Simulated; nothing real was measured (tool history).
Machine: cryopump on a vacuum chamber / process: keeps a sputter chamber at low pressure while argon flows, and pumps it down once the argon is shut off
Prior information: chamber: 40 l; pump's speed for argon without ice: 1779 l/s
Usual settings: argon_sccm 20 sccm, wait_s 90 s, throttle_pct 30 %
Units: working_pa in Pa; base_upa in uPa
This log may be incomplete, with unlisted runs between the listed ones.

run 1 hour=0 | argon_sccm=20 wait_s=90 throttle_pct=30 | working_pa=0.071 base_upa=2.21
run 2 hour=19.3 | argon_sccm=12 wait_s=90 throttle_pct=30 | working_pa=0.0429 base_upa=2.18
run 3 hour=42 | argon_sccm=8 wait_s=90 throttle_pct=30 | working_pa=0.0284 base_upa=2.15
run 4 hour=62 | argon_sccm=8 wait_s=90 throttle_pct=30 | working_pa=0.0288 base_upa=2.22
run 5 hour=98.2 | argon_sccm=8 wait_s=90 throttle_pct=30 | working_pa=0.0295 base_upa=2.3
run 6 hour=123.4 | argon_sccm=8 wait_s=90 throttle_pct=30 | working_pa=0.0284 base_upa=2.28
run 7 hour=139.8 | argon_sccm=20 wait_s=90 throttle_pct=20 | working_pa=0.1031 base_upa=2.28
run 8 hour=177 | argon_sccm=20 wait_s=90 throttle_pct=20 | working_pa=0.1037 base_upa=2.37
run 9 hour=213.4 | argon_sccm=20 wait_s=90 throttle_pct=20 | working_pa=0.1053 base_upa=2.38
run 10 hour=238.4 | argon_sccm=20 wait_s=167 throttle_pct=30 | working_pa=0.0737 base_upa=2.02
run 11 hour=259.6 | argon_sccm=36 wait_s=128 throttle_pct=25 | working_pa=0.1551 base_upa=2.22
run 12 hour=276.7 | argon_sccm=21 wait_s=56 throttle_pct=17 | working_pa=0.1274 base_upa=2.86
-- hour=285.3 pump warmed up, emptied and cooled again
run 13 hour=301.5 | argon_sccm=20 wait_s=197 throttle_pct=20 | working_pa=0.0956 base_upa=1.49
run 14 hour=337.1 | argon_sccm=26 wait_s=158 throttle_pct=16 | working_pa=0.1537 base_upa=1.58
run 15 hour=371 | argon_sccm=40 wait_s=90 throttle_pct=22 | working_pa=0.1751 base_upa=1.85
run 16 hour=387.7 | argon_sccm=40 wait_s=90 throttle_pct=22 | working_pa=0.1743 base_upa=1.92
run 17 hour=423.5 | argon_sccm=12 wait_s=32 throttle_pct=19 | working_pa=0.061 base_upa=3.24
run 18 hour=444 | argon_sccm=12 wait_s=32 throttle_pct=19 | working_pa=0.0606 base_upa=3.1
run 19 hour=475.5 | argon_sccm=12 wait_s=32 throttle_pct=38 | working_pa=0.0301 base_upa=3.24
run 20 hour=493.1 | argon_sccm=10 wait_s=247 throttle_pct=21 | working_pa=0.0457 base_upa=1.49

Pick out some run-to-run changes in working_pa. Of each, how much would a tool without hidden state show as well, from the settings, what came in and chance, and how much is left for the hidden state and any gauge scatter not in both results compared?
Unlogged tool condition in this case: pump's speed, % of a pump's without ice; cold plate's temperature, K; leak into the chamber, uPa l/s; drift of the gauge itself on working_pa, %; drift of the gauge itself on base_upa, %.
Run 10 -> 11: argon_sccm 20 -> 36, wait_s 167 -> 128, throttle_pct 30 -> 25. working_pa +0.0814 Pa: hidden state +0.0079, all else +0.0735.
Run 12 -> 13: argon_sccm 21 -> 20, wait_s 56 -> 197, throttle_pct 17 -> 20, pump warmed up, emptied and cooled again. working_pa -0.0318 Pa: hidden state -0.0101, all else -0.0217.
Run 16 -> 17: argon_sccm 40 -> 12, wait_s 90 -> 32, throttle_pct 22 -> 19. working_pa -0.1133 Pa: hidden state -0.0009, all else -0.1124.
